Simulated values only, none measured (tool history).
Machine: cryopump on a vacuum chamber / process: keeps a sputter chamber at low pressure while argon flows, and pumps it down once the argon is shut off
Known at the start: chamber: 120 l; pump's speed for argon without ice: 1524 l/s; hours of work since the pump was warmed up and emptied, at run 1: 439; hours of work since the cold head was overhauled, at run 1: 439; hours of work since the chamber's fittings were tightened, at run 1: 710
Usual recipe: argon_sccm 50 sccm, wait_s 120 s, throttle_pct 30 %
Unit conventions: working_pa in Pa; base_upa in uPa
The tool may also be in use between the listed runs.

run    hour  argon_sccm  wait_s  throttle_pct  hours of work since the pump was warmed up and emptied  hours of work since the cold head was overhauled  hours of work since the chamber's fittings were tightened  working_pa  base_upa
  1     0.0          50     120            30                                                     439                                               439                                                        710      0.1907      0.72
  2    95.0          50     120            30                                                     485                                               485                                                        757      0.1920      0.79
  3   163.5          50     120            30                                                     519                                               519                                                        790      0.1910      0.74
  4   206.7          50     120            30                                                     540                                               540                                                        811      0.1930      0.78
  5   289.3          50     120            30                                                     580                                               580                                                        852      0.1925      0.79
  6   366.2          50      88            30                                                     618                                               618                                                        889      0.1939      0.89
  7   464.3          50     120            30                                                     666                                               666                                                        937      0.1938      0.83
  8   551.3          50     120            30                                                     708                                               708                                                        979      0.1954      0.86
  9   612.0          50     120            30                                                     738                                               738                                                       1009      0.1959      0.86
      628.7  -- pump warmed up, emptied and cooled again
 10   704.9          50     120            30                                                      37                                               781                                                       1052      0.1868      0.80
 11   809.1          50      60            30                                                      88                                               831                                                       1103      0.1860      1.07
 12   880.7          50     120            55                                                     123                                               866                                                       1138      0.1030      0.83
 13   926.8          72     120            30                                                     146                                               889                                                       1160      0.2706      0.87
 14   992.7          50      24            30                                                     178                                               921                                                       1193      0.1881      2.01
 15  1081.8          50      24            30                                                     221                                               965                                                       1236      0.1891      2.09
 16  1135.9          50      24            30                                                     248                                               991                                                       1263      0.1866      2.00
 17  1208.1          50      26            30                                                     283                                              1026                                                       1298      0.1879      1.98
 18  1303.2          77     120            58                                                     329                                              1073                                                       1344      0.1555      0.98
 19  1388.0          87     120            58                                                     371                                              1114                                                       1386      0.1756      0.95
 20  1466.5          23      50            20                                                     409                                              1153                                                       1424      0.1304      1.38
 21  1529.0          32      50            26                                                     440                                              1183                                                       1455      0.1407      1.39
 22  1592.6          24      81            26                                                     471                                              1214                                                       1486      0.1057      1.14
 23  1645.2          67     160            20                                                     496                                              1240                                                       1511      0.3805      0.91
 24  1741.8          50     160            20                                                     544                                              1287                                                       1558      0.2845      0.94
 25  1816.3          78     185            50                                                     580                                              1323                                                       1595      0.1849      0.94
 26  1899.5          56      30            16                                                     621                                              1364                                                       1635      0.3956      1.88
 27  1996.2          41      32            22                                                     668                                              1411                                                       1683      0.2137      1.84
 28  2089.5          39      32            32                                                     713                                              1457                                                       1728      0.1421      1.96
     2151.1  -- pump warmed up, emptied and cooled again
 29  2197.9          27      40            45                                                      23                                              1507                                                       1779      0.0677      1.58
 30  2260.8          63     120            30                                                      54                                              1538                                                       1809      0.2362      1.03
 31  2337.8          63     120            30                                                      91                                              1576                                                       1847      0.2359      1.05
 32  2382.1          63      45            24                                                     113                                              1597                                                       1869      0.2951      1.55
 33  2437.0          43      24            37                                                     140                                              1624                                                       1896      0.1316      2.21

Entry by entry between the runs, the difference in hidden state between the last listed run before and the first listed run after:
In the gap between runs 9 and 10: pump warmed up, emptied and cooled again (hour 628.7)
  pump's speed, % of a pump's without ice: 85.5 -> 99; cold plate's temperature, K: 12.67 -> 12.7; leak into the chamber, uPa l/s: 737 -> 755
  what was measured, less what the result would be without the hidden state, working_pa: +0.0103 -> +0.0014 Pa; base_upa: +0.38 -> +0.32 uPa
In the gap between runs 28 and 29: pump warmed up, emptied and cooled again (hour 2151.1)
  pump's speed, % of a pump's without ice: 87 -> 98.9; cold plate's temperature, K: 13.16 -> 13.19; leak into the chamber, uPa l/s: 1040 -> 1060
  what was measured, less what the result would be without the hidden state, working_pa: +0.0076 -> +0.0011 Pa; base_upa: +0.62 -> +0.53 uPa
